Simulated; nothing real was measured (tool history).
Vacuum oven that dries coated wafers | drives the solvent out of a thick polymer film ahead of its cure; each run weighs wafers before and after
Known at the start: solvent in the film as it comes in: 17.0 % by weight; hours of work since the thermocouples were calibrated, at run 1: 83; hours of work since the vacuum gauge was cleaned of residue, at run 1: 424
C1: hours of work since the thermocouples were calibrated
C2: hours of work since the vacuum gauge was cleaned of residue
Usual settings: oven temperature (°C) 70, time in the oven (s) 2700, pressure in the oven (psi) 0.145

{"run": 1, "day": 0.0, "oven temperature (°C)": 70, "time in the oven (s)": 2700, "pressure in the oven (psi)": 0.145, "C1": 83, "C2": 424, "solvent left in the film (%)": 1.86}
{"run": 2, "day": 0.733, "oven temperature (°C)": 70, "time in the oven (s)": 2700, "pressure in the oven (psi)": 0.145, "C1": 91, "C2": 432, "solvent left in the film (%)": 1.85}
{"run": 3, "day": 2.175, "oven temperature (°C)": 70, "time in the oven (s)": 2700, "pressure in the oven (psi)": 0.145, "C1": 107, "C2": 449, "solvent left in the film (%)": 1.86}
{"run": 4, "day": 3.3, "oven temperature (°C)": 70, "time in the oven (s)": 3360, "pressure in the oven (psi)": 0.145, "C1": 120, "C2": 461, "solvent left in the film (%)": 1.43}
{"run": 5, "day": 4.008, "oven temperature (°C)": 70, "time in the oven (s)": 1440, "pressure in the oven (psi)": 0.145, "C1": 127, "C2": 469, "solvent left in the film (%)": 4.16}
{"run": 6, "day": 5.333, "oven temperature (°C)": 70, "time in the oven (s)": 1440, "pressure in the oven (psi)": 0.145, "C1": 142, "C2": 484, "solvent left in the film (%)": 4.14}
{"run": 7, "day": 6.504, "oven temperature (°C)": 70, "time in the oven (s)": 1440, "pressure in the oven (psi)": 0.145, "C1": 155, "C2": 497, "solvent left in the film (%)": 4.15}
{"run": 8, "day": 7.833, "oven temperature (°C)": 70, "time in the oven (s)": 1440, "pressure in the oven (psi)": 0.145, "C1": 170, "C2": 512, "solvent left in the film (%)": 4.16}
{"run": 9, "day": 9.321, "oven temperature (°C)": 70, "time in the oven (s)": 1440, "pressure in the oven (psi)": 0.145, "C1": 187, "C2": 529, "solvent left in the film (%)": 4.12}
{"run": 10, "day": 10.558, "oven temperature (°C)": 70, "time in the oven (s)": 1440, "pressure in the oven (psi)": 0.145, "C1": 201, "C2": 542, "solvent left in the film (%)": 4.11}
{"run": 11, "day": 12.017, "oven temperature (°C)": 70, "time in the oven (s)": 1440, "pressure in the oven (psi)": 0.145, "C1": 217, "C2": 559, "solvent left in the film (%)": 4.1}
{"run": 12, "day": 13.479, "oven temperature (°C)": 70, "time in the oven (s)": 1440, "pressure in the oven (psi)": 0.331, "C1": 234, "C2": 575, "solvent left in the film (%)": 4.95}
{"run": 13, "day": 14.654, "oven temperature (°C)": 58, "time in the oven (s)": 3600, "pressure in the oven (psi)": 0.392, "C1": 247, "C2": 588, "solvent left in the film (%)": 5.52}
{"run": 14, "day": 15.95, "oven temperature (°C)": 70, "time in the oven (s)": 4320, "pressure in the oven (psi)": 0.467, "C1": 261, "C2": 603, "solvent left in the film (%)": 2.84}
{"run": 15, "day": 16.962, "oven temperature (°C)": 82, "time in the oven (s)": 4320, "pressure in the oven (psi)": 0.39, "C1": 273, "C2": 614, "solvent left in the film (%)": 1.4}
{"run": 16, "day": 18.192, "oven temperature (°C)": 74, "time in the oven (s)": 2700, "pressure in the oven (psi)": 0.207, "C1": 286, "C2": 628, "solvent left in the film (%)": 1.6}
{"run": 17, "day": 19.271, "oven temperature (°C)": 74, "time in the oven (s)": 2700, "pressure in the oven (psi)": 0.207, "C1": 298, "C2": 640, "solvent left in the film (%)": 1.57}
{"run": 18, "day": 20.65, "oven temperature (°C)": 79, "time in the oven (s)": 4620, "pressure in the oven (psi)": 0.225, "C1": 314, "C2": 655, "solvent left in the film (%)": 0.94}
{"run": 19, "day": 22.021, "oven temperature (°C)": 79, "time in the oven (s)": 4620, "pressure in the oven (psi)": 0.225, "C1": 329, "C2": 671, "solvent left in the film (%)": 0.94}
{"run": 20, "day": 22.733, "oven temperature (°C)": 70, "time in the oven (s)": 1320, "pressure in the oven (psi)": 0.39, "C1": 337, "C2": 679, "solvent left in the film (%)": 5.54}
{"run": 21, "day": 24.096, "oven temperature (°C)": 63, "time in the oven (s)": 2460, "pressure in the oven (psi)": 0.145, "C1": 352, "C2": 694, "solvent left in the film (%)": 3.57}
{"run": 22, "day": 25.221, "oven temperature (°C)": 63, "time in the oven (s)": 2460, "pressure in the oven (psi)": 0.145, "C1": 365, "C2": 707, "solvent left in the film (%)": 3.57}
{"run": 23, "day": 26.692, "oven temperature (°C)": 81, "time in the oven (s)": 2700, "pressure in the oven (psi)": 0.399, "C1": 381, "C2": 723, "solvent left in the film (%)": 1.63}
{"run": 24, "day": 28.1, "oven temperature (°C)": 81, "time in the oven (s)": 2700, "pressure in the oven (psi)": 0.399, "C1": 397, "C2": 739, "solvent left in the film (%)": 1.6}

Measured less the same run without the tool's hidden state. The same run-to-run variation is in both; the gauge's scatter may not be:
The hidden state here: true wafer temperature over the reading, C; true pressure over the reading, kPa; drift of the gauge itself on solvent_pct, %.
run=1 solvent_left_in_the_film_(%)=+0.00
run=2 solvent_left_in_the_film_(%)=-0.01
run=3 solvent_left_in_the_film_(%)=-0.01
run=4 solvent_left_in_the_film_(%)=+0.01
run=5 solvent_left_in_the_film_(%)=-0.08
run=6 solvent_left_in_the_film_(%)=-0.08
run=7 solvent_left_in_the_film_(%)=-0.09
run=8 solvent_left_in_the_film_(%)=-0.09
run=9 solvent_left_in_the_film_(%)=-0.10
run=10 solvent_left_in_the_film_(%)=-0.10
run=11 solvent_left_in_the_film_(%)=-0.11
run=12 solvent_left_in_the_film_(%)=-0.13
run=13 solvent_left_in_the_film_(%)=-0.09
run=14 solvent_left_in_the_film_(%)=-0.01
run=15 solvent_left_in_the_film_(%)=+0.02
run=16 solvent_left_in_the_film_(%)=-0.01
run=17 solvent_left_in_the_film_(%)=-0.01
run=18 solvent_left_in_the_film_(%)=+0.05
run=19 solvent_left_in_the_film_(%)=+0.05
run=20 solvent_left_in_the_film_(%)=-0.18
run=21 solvent_left_in_the_film_(%)=-0.11
run=22 solvent_left_in_the_film_(%)=-0.11
run=23 solvent_left_in_the_film_(%)=-0.01
run=24 solvent_left_in_the_film_(%)=-0.01
